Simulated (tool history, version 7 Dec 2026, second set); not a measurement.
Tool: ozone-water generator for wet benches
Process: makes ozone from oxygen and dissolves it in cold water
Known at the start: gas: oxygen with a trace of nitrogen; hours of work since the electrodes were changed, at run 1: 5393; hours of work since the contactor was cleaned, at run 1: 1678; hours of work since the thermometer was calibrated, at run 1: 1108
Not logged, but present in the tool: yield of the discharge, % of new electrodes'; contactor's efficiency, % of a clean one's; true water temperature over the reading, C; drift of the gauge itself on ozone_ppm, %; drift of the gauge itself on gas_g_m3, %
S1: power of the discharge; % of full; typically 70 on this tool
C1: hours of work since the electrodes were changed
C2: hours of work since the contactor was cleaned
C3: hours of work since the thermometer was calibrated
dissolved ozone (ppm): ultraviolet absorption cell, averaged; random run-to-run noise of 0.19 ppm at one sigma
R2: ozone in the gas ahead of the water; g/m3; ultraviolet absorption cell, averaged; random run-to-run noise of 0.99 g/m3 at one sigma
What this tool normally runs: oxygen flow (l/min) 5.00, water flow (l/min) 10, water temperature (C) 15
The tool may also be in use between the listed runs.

run 1 day=0.000 | S1=70 oxygen_flow_(l/min)=5.00 water_flow_(l/min)=10 water_temperature_(C)=15 | C1=5393 C2=1678 C3=1108 | dissolved_ozone_(ppm)=27.6 R2=171.8
run 2 day=8.538 | S1=70 oxygen_flow_(l/min)=5.00 water_flow_(l/min)=10 water_temperature_(C)=15 | C1=5548 C2=1834 C3=1263 | dissolved_ozone_(ppm)=27.5 R2=169.8
run 3 day=17.417 | S1=70 oxygen_flow_(l/min)=5.00 water_flow_(l/min)=10 water_temperature_(C)=15 | C1=5709 C2=1995 C3=1424 | dissolved_ozone_(ppm)=27.7 R2=172.8
run 4 day=23.858 | S1=70 oxygen_flow_(l/min)=5.00 water_flow_(l/min)=10 water_temperature_(C)=15 | C1=5826 C2=2112 C3=1541 | dissolved_ozone_(ppm)=27.6 R2=171.4
run 5 day=28.412 | S1=70 oxygen_flow_(l/min)=2.82 water_flow_(l/min)=10 water_temperature_(C)=15 | C1=5909 C2=2194 C3=1624 | dissolved_ozone_(ppm)=28.7 R2=235.9
run 6 day=33.429 | S1=70 oxygen_flow_(l/min)=2.82 water_flow_(l/min)=7 water_temperature_(C)=15 | C1=6000 C2=2286 C3=1715 | dissolved_ozone_(ppm)=36.1 R2=235.8
run 7 day=43.104 | S1=70 oxygen_flow_(l/min)=2.82 water_flow_(l/min)=7 water_temperature_(C)=15 | C1=6176 C2=2461 C3=1891 | dissolved_ozone_(ppm)=36.3 R2=235.8
run 8 day=49.925 | S1=70 oxygen_flow_(l/min)=5.00 water_flow_(l/min)=9 water_temperature_(C)=15 | C1=6299 C2=2585 C3=2014 | dissolved_ozone_(ppm)=29.4 R2=173.5
run 9 day=57.458 | S1=70 oxygen_flow_(l/min)=5.00 water_flow_(l/min)=9 water_temperature_(C)=15 | C1=6436 C2=2722 C3=2151 | dissolved_ozone_(ppm)=28.9 R2=172.5
run 10 day=63.267 | S1=70 oxygen_flow_(l/min)=5.00 water_flow_(l/min)=9 water_temperature_(C)=15 | C1=6542 C2=2827 C3=2257 | dissolved_ozone_(ppm)=29.2 R2=174.1
run 11 day=70.650 | S1=70 oxygen_flow_(l/min)=5.00 water_flow_(l/min)=10 water_temperature_(C)=15 | C1=6676 C2=2961 C3=2391 | dissolved_ozone_(ppm)=27.6 R2=172.5
run 12 day=76.467 | S1=70 oxygen_flow_(l/min)=5.00 water_flow_(l/min)=10 water_temperature_(C)=15 | C1=6781 C2=3067 C3=2496 | dissolved_ozone_(ppm)=27.3 R2=173.8
run 13 day=81.062 | S1=70 oxygen_flow_(l/min)=5.00 water_flow_(l/min)=10 water_temperature_(C)=15 | C1=6865 C2=3151 C3=2580 | dissolved_ozone_(ppm)=27.6 R2=172.5
run 14 day=86.875 | S1=67 oxygen_flow_(l/min)=5.00 water_flow_(l/min)=10 water_temperature_(C)=15 | C1=6970 C2=3256 C3=2685 | dissolved_ozone_(ppm)=27.3 R2=168.9
run 15 day=90.942 | S1=70 oxygen_flow_(l/min)=5.00 water_flow_(l/min)=10 water_temperature_(C)=15 | C1=7044 C2=3330 C3=2759 | dissolved_ozone_(ppm)=27.6 R2=172.4
run 16 day=98.100 | S1=70 oxygen_flow_(l/min)=5.00 water_flow_(l/min)=10 water_temperature_(C)=15 | C1=7174 C2=3460 C3=2889 | dissolved_ozone_(ppm)=27.5 R2=170.4
run 17 day=105.704 | S1=70 oxygen_flow_(l/min)=5.00 water_flow_(l/min)=10 water_temperature_(C)=15 | C1=7312 C2=3598 C3=3027 | dissolved_ozone_(ppm)=27.9 R2=174.3
run 18 day=111.929 | S1=43 oxygen_flow_(l/min)=2.86 water_flow_(l/min)=16 water_temperature_(C)=7 | C1=7425 C2=3711 C3=3140 | dissolved_ozone_(ppm)=16.3 R2=176.8
run 19 day=121.104 | S1=64 oxygen_flow_(l/min)=5.25 water_flow_(l/min)=9 water_temperature_(C)=20 | C1=7592 C2=3878 C3=3307 | dissolved_ozone_(ppm)=24.8 R2=160.9
run 20 day=128.683 | S1=44 oxygen_flow_(l/min)=3.74 water_flow_(l/min)=9 water_temperature_(C)=20 | C1=7730 C2=4015 C3=3445 | dissolved_ozone_(ppm)=21.0 R2=157.7
run 21 day=134.079 | S1=52 oxygen_flow_(l/min)=3.20 water_flow_(l/min)=7 water_temperature_(C)=12 | C1=7828 C2=4113 C3=3543 | dissolved_ozone_(ppm)=32.0 R2=188.4
run 22 day=139.462 | S1=43 oxygen_flow_(l/min)=8.29 water_flow_(l/min)=7 water_temperature_(C)=12 | C1=7925 C2=4211 C3=3640 | dissolved_ozone_(ppm)=23.7 R2=100.2
run 23 day=148.133 | S1=43 oxygen_flow_(l/min)=5.99 water_flow_(l/min)=11 water_temperature_(C)=12 | C1=8083 C2=4369 C3=3798 | dissolved_ozone_(ppm)=20.4 R2=120.4
run 24 day=154.912 | S1=43 oxygen_flow_(l/min)=5.99 water_flow_(l/min)=11 water_temperature_(C)=12 | C1=8206 C2=4492 C3=3921 | dissolved_ozone_(ppm)=20.5 R2=118.0
run 25 day=162.792 | S1=43 oxygen_flow_(l/min)=5.99 water_flow_(l/min)=11 water_temperature_(C)=12 | C1=8349 C2=4635 C3=4064 | dissolved_ozone_(ppm)=20.3 R2=120.7
run 26 day=171.575 | S1=51 oxygen_flow_(l/min)=5.99 water_flow_(l/min)=16 water_temperature_(C)=18 | C1=8509 C2=4794 C3=4224 | dissolved_ozone_(ppm)=16.4 R2=132.6
-- day=178.533 water thermometer calibrated
run 27 day=180.579 | S1=51 oxygen_flow_(l/min)=5.99 water_flow_(l/min)=16 water_temperature_(C)=18 | C1=8672 C2=4957 C3=37 | dissolved_ozone_(ppm)=16.4 R2=132.1
run 28 day=185.788 | S1=51 oxygen_flow_(l/min)=5.99 water_flow_(l/min)=16 water_temperature_(C)=18 | C1=8766 C2=5052 C3=132 | dissolved_ozone_(ppm)=16.4 R2=131.6
run 29 day=191.892 | S1=41 oxygen_flow_(l/min)=5.99 water_flow_(l/min)=16 water_temperature_(C)=18 | C1=8877 C2=5163 C3=243 | dissolved_ozone_(ppm)=14.3 R2=117.4
run 30 day=197.121 | S1=80 oxygen_flow_(l/min)=6.38 water_flow_(l/min)=12 water_temperature_(C)=16 | C1=8972 C2=5258 C3=338 | dissolved_ozone_(ppm)=25.3 R2=164.3
run 31 day=201.504 | S1=80 oxygen_flow_(l/min)=6.38 water_flow_(l/min)=12 water_temperature_(C)=16 | C1=9052 C2=5337 C3=417 | dissolved_ozone_(ppm)=25.8 R2=165.8
run 32 day=211.271 | S1=55 oxygen_flow_(l/min)=5.00 water_flow_(l/min)=8 water_temperature_(C)=15 | C1=9229 C2=5515 C3=595 | dissolved_ozone_(ppm)=27.1 R2=153.0

Branching from run 32: 5 alternative next runs. What would each branch give?
run A day=219.371 | S1=70 oxygen_flow_(l/min)=5.00 water_flow_(l/min)=14 water_temperature_(C)=15 | C1=9376 C2=5662 C3=742 | dissolved_ozone_(ppm)=? R2=?
run B day=219.371 | S1=70 oxygen_flow_(l/min)=5.00 water_flow_(l/min)=8 water_temperature_(C)=10 | C1=9376 C2=5662 C3=742 | dissolved_ozone_(ppm)=? R2=?
run C day=219.371 | S1=70 oxygen_flow_(l/min)=5.00 water_flow_(l/min)=8 water_temperature_(C)=15 | C1=9376 C2=5662 C3=742 | dissolved_ozone_(ppm)=? R2=?
run D day=219.371 | S1=55 oxygen_flow_(l/min)=4.72 water_flow_(l/min)=8 water_temperature_(C)=16 | C1=9376 C2=5662 C3=742 | dissolved_ozone_(ppm)=? R2=?
run E day=219.371 | S1=55 oxygen_flow_(l/min)=5.00 water_flow_(l/min)=9 water_temperature_(C)=15 | C1=9376 C2=5662 C3=742 | dissolved_ozone_(ppm)=? R2=?

run=A dissolved_ozone_(ppm)=22.7 R2=174.7
run=B dissolved_ozone_(ppm)=33.9 R2=175.9
run=C dissolved_ozone_(ppm)=31.3 R2=176.2
run=D dissolved_ozone_(ppm)=27.0 R2=156.7
run=E dissolved_ozone_(ppm)=25.7 R2=153.2
With the hidden condition removed and each run's random variation left untouched, the same runs would have given:
run=A dissolved_ozone_(ppm)=22.7 R2=171.1
run=B dissolved_ozone_(ppm)=34.0 R2=172.3
run=C dissolved_ozone_(ppm)=31.4 R2=172.6
run=D dissolved_ozone_(ppm)=27.0 R2=153.4
run=E dissolved_ozone_(ppm)=25.7 R2=150.1
